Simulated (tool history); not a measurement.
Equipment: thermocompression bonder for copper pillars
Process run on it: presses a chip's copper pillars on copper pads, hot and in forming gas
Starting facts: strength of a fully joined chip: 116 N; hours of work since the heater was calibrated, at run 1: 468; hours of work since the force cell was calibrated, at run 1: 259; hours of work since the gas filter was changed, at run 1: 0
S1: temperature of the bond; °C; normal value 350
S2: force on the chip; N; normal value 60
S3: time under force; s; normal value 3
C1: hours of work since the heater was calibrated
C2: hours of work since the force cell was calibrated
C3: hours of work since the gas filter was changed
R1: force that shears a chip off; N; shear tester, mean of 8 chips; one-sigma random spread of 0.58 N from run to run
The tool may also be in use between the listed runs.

Run 1, hour 0.0: usual settings; C1 468; C2 259; C3 0. Result: R1 56.0 N.
Run 2, hour 37.3: usual settings; C1 497; C2 288; C3 29. Result: R1 55.8 N.
Run 3, hour 55.5: usual settings; C1 511; C2 302; C3 43. Result: R1 53.5 N.
Run 4, hour 71.4: usual settings but S3 4 s; C1 524; C2 315; C3 55. Result: R1 59.4 N.
Run 5, hour 87.2: usual settings; C1 536; C2 327; C3 68. Result: R1 54.5 N.
Run 6, hour 122.3: usual settings; C1 563; C2 354; C3 95. Result: R1 53.9 N.
Run 7, hour 143.9: usual settings but S2 71 N; C1 580; C2 371; C3 112. Result: R1 63.3 N.
Run 8, hour 159.4: usual settings but S2 71 N; C1 592; C2 383; C3 124. Result: R1 62.1 N.
Run 9, hour 195.5: usual settings but S2 71 N; C1 620; C2 411; C3 152. Result: R1 61.9 N.
Run 10, hour 219.2: usual settings but S2 71 N; C1 638; C2 429; C3 170. Result: R1 61.3 N.
Run 11, hour 234.5: usual settings but S2 71 N; C1 650; C2 441; C3 182. Result: R1 61.6 N.
Run 12, hour 258.9: usual settings but S2 71 N; C1 669; C2 460; C3 201. Result: R1 61.8 N.
Run 13, hour 287.1: usual settings but S2 71 N; C1 691; C2 482; C3 223. Result: R1 61.3 N.
Run 14, hour 303.8: usual settings but S2 71 N; C1 704; C2 495; C3 236. Result: R1 59.6 N.
At hour 313.3: forming gas filter changed.
Run 15, hour 329.9: usual settings but S2 71 N; C1 724; C2 515; C3 13. Result: R1 66.8 N.
Run 16, hour 349.9: usual settings; C1 739; C2 530; C3 28. Result: R1 55.5 N.
Run 17, hour 369.3: usual settings; C1 754; C2 545; C3 43. Result: R1 56.4 N.
Run 18, hour 405.3: usual settings; C1 782; C2 573; C3 71. Result: R1 56.3 N.
Run 19, hour 432.4: usual settings; C1 803; C2 594; C3 92. Result: R1 55.8 N.
Run 20, hour 465.9: usual settings but S2 56 N; C1 829; C2 620; C3 118. Result: R1 50.5 N.
Run 21, hour 497.0: usual settings but S2 78 N, S3 2 s; C1 853; C2 644; C3 142. Result: R1 61.6 N.
At hour 502.1: force cell calibrated.
Run 22, hour 518.9: usual settings but S1 328 °C, S2 59 N, S3 2 s; C1 869; C2 13; C3 158. Result: R1 38.3 N.
Run 23, hour 539.9: usual settings but S1 379 °C, S2 59 N, S3 2 s; C1 885; C2 29; C3 175. Result: R1 59.0 N.
Run 24, hour 573.7: usual settings but S1 351 °C, S2 36 N, S3 4 s; C1 912; C2 56; C3 201. Result: R1 34.7 N.
At hour 601.1: force cell calibrated, once more.
Run 25, hour 607.2: usual settings but S1 360 °C, S2 44 N; C1 936; C2 5; C3 226. Result: R1 40.9 N.
At hour 628.9: forming gas filter changed.
Run 26, hour 633.3: usual settings but S1 353 °C, S2 68 N, S3 2 s; C1 956; C2 25; C3 3. Result: R1 57.9 N.
Run 27, hour 663.6: usual settings but S1 332 °C, S2 68 N, S3 4 s; C1 980; C2 48; C3 27. Result: R1 62.0 N.
Run 28, hour 696.0: usual settings but S1 343 °C; C1 1005; C2 73; C3 52. Result: R1 52.8 N.
Run 29, hour 731.2: usual settings but S1 343 °C; C1 1032; C2 101; C3 79. Result: R1 52.8 N.
At hour 765.3: heater calibrated with a thermocouple chip.
Run 30, hour 765.3: usual settings but S2 41 N, S3 2 s; C1 0; C2 125; C3 104. Result: R1 26.8 N.
Run 31, hour 780.6: usual settings but S1 346 °C, S2 41 N, S3 6 s; C1 12; C2 137; C3 116. Result: R1 40.8 N.
Run 32, hour 799.4: usual settings but S1 346 °C, S2 41 N, S3 6 s; C1 26; C2 152; C3 131. Result: R1 40.5 N.
Run 33, hour 835.9: usual settings but S1 372 °C, S2 41 N, S3 6 s; C1 55; C2 180; C3 159. Result: R1 51.3 N.
Run 34, hour 861.2: usual settings but S1 372 °C, S2 41 N, S3 6 s; C1 74; C2 200; C3 179. Result: R1 50.1 N.
Run 35, hour 884.5: usual settings but S1 361 °C; C1 92; C2 218; C3 197. Result: R1 52.9 N.
Run 36, hour 919.9: usual settings but S1 361 °C; C1 120; C2 245; C3 224. Result: R1 52.9 N.

Run 37 is up next; what results do you expect?
At hour 943.0: forming gas filter changed.
Run 37, hour 949.7: usual settings but S1 361 °C; C1 143; C2 268; C3 5. Result: R1 ?.

R1: 58.7 N
The same run, on a tool lacking any hidden state, would have yielded R1 57.0 N.
